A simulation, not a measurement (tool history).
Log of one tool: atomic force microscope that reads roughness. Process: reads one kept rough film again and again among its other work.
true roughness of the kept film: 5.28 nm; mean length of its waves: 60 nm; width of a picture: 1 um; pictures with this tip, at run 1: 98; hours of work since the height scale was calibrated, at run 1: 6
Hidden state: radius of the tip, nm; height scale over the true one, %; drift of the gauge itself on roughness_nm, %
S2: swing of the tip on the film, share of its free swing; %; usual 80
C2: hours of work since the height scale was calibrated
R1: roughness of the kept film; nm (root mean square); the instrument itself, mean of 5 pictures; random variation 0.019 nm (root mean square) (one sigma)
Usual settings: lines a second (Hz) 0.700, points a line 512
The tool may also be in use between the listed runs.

{"run": 1, "hour": 0.0, "lines a second (Hz)": 0.7, "S2": 80, "points a line": 512, "pictures with this tip": 98, "C2": 6, "R1": 4.756}
{"run": 2, "hour": 25.1, "lines a second (Hz)": 0.7, "S2": 80, "points a line": 512, "pictures with this tip": 128, "C2": 17, "R1": 4.734}
{"hour": 45.8, "done": "new tip fitted"}
{"run": 3, "hour": 56.1, "lines a second (Hz)": 0.7, "S2": 80, "points a line": 512, "pictures with this tip": 12, "C2": 31, "R1": 4.764}
{"run": 4, "hour": 87.9, "lines a second (Hz)": 0.7, "S2": 80, "points a line": 512, "pictures with this tip": 51, "C2": 46, "R1": 4.751}
{"run": 5, "hour": 120.1, "lines a second (Hz)": 0.7, "S2": 80, "points a line": 512, "pictures with this tip": 90, "C2": 61, "R1": 4.727}
{"run": 6, "hour": 137.5, "lines a second (Hz)": 0.7, "S2": 80, "points a line": 512, "pictures with this tip": 111, "C2": 69, "R1": 4.719}
{"run": 7, "hour": 166.7, "lines a second (Hz)": 0.7, "S2": 80, "points a line": 512, "pictures with this tip": 147, "C2": 82, "R1": 4.719}
{"hour": 173.4, "done": "new tip fitted"}
{"run": 8, "hour": 188.9, "lines a second (Hz)": 0.7, "S2": 69, "points a line": 512, "pictures with this tip": 19, "C2": 92, "R1": 4.837}
{"run": 9, "hour": 205.5, "lines a second (Hz)": 0.7, "S2": 79, "points a line": 512, "pictures with this tip": 39, "C2": 100, "R1": 4.755}
{"run": 10, "hour": 226.7, "lines a second (Hz)": 0.555, "S2": 80, "points a line": 512, "pictures with this tip": 65, "C2": 110, "R1": 4.767}
{"run": 11, "hour": 242.4, "lines a second (Hz)": 0.555, "S2": 80, "points a line": 512, "pictures with this tip": 84, "C2": 117, "R1": 4.805}
{"run": 12, "hour": 276.3, "lines a second (Hz)": 0.7, "S2": 80, "points a line": 512, "pictures with this tip": 125, "C2": 132, "R1": 4.724}
{"hour": 300.6, "done": "new tip fitted"}
{"run": 13, "hour": 300.6, "lines a second (Hz)": 2.825, "S2": 80, "points a line": 512, "pictures with this tip": 0, "C2": 143, "R1": 4.094}
{"run": 14, "hour": 322.3, "lines a second (Hz)": 0.7, "S2": 80, "points a line": 715, "pictures with this tip": 26, "C2": 153, "R1": 4.734}
{"run": 15, "hour": 339.8, "lines a second (Hz)": 1.486, "S2": 56, "points a line": 746, "pictures with this tip": 48, "C2": 161, "R1": 4.845}
{"run": 16, "hour": 362.2, "lines a second (Hz)": 0.824, "S2": 56, "points a line": 539, "pictures with this tip": 75, "C2": 172, "R1": 4.913}
{"run": 17, "hour": 392.0, "lines a second (Hz)": 0.824, "S2": 56, "points a line": 539, "pictures with this tip": 111, "C2": 185, "R1": 4.902}
{"run": 18, "hour": 421.2, "lines a second (Hz)": 0.926, "S2": 88, "points a line": 916, "pictures with this tip": 147, "C2": 199, "R1": 4.522}
{"hour": 428.5, "done": "new tip fitted"}
{"run": 19, "hour": 439.1, "lines a second (Hz)": 0.926, "S2": 88, "points a line": 916, "pictures with this tip": 13, "C2": 207, "R1": 4.504}
{"run": 20, "hour": 463.3, "lines a second (Hz)": 0.7, "S2": 55, "points a line": 512, "pictures with this tip": 42, "C2": 218, "R1": 4.9}
{"run": 21, "hour": 481.2, "lines a second (Hz)": 0.7, "S2": 55, "points a line": 512, "pictures with this tip": 64, "C2": 226, "R1": 4.898}
{"run": 22, "hour": 516.3, "lines a second (Hz)": 1.868, "S2": 88, "points a line": 512, "pictures with this tip": 107, "C2": 242, "R1": 4.144}
{"run": 23, "hour": 546.3, "lines a second (Hz)": 0.7, "S2": 70, "points a line": 512, "pictures with this tip": 143, "C2": 256, "R1": 4.825}
{"hour": 554.9, "done": "new tip fitted"}
{"run": 24, "hour": 572.1, "lines a second (Hz)": 1.531, "S2": 61, "points a line": 512, "pictures with this tip": 21, "C2": 268, "R1": 4.814}
{"run": 25, "hour": 602.6, "lines a second (Hz)": 0.7, "S2": 89, "points a line": 512, "pictures with this tip": 58, "C2": 282, "R1": 4.609}
{"run": 26, "hour": 636.4, "lines a second (Hz)": 1.029, "S2": 62, "points a line": 344, "pictures with this tip": 99, "C2": 298, "R1": 4.867}
{"run": 27, "hour": 662.3, "lines a second (Hz)": 1.218, "S2": 85, "points a line": 597, "pictures with this tip": 130, "C2": 309, "R1": 4.467}

Hidden state at the last listed run before each entry between runs and at the first one after, where it differs:
Between runs 2 and 3: new tip fitted (hour 45.8)
  radius of the tip, nm: 10.3 -> 10
Between runs 7 and 8: new tip fitted (hour 173.4)
  radius of the tip, nm: 10.3 -> 10
Between runs 12 and 13: new tip fitted (hour 300.6)
  radius of the tip, nm: 10.3 -> 10
Between runs 18 and 19: new tip fitted (hour 428.5)
  radius of the tip, nm: 10.3 -> 10
Between runs 23 and 24: new tip fitted (hour 554.9)
  radius of the tip, nm: 10.3 -> 10
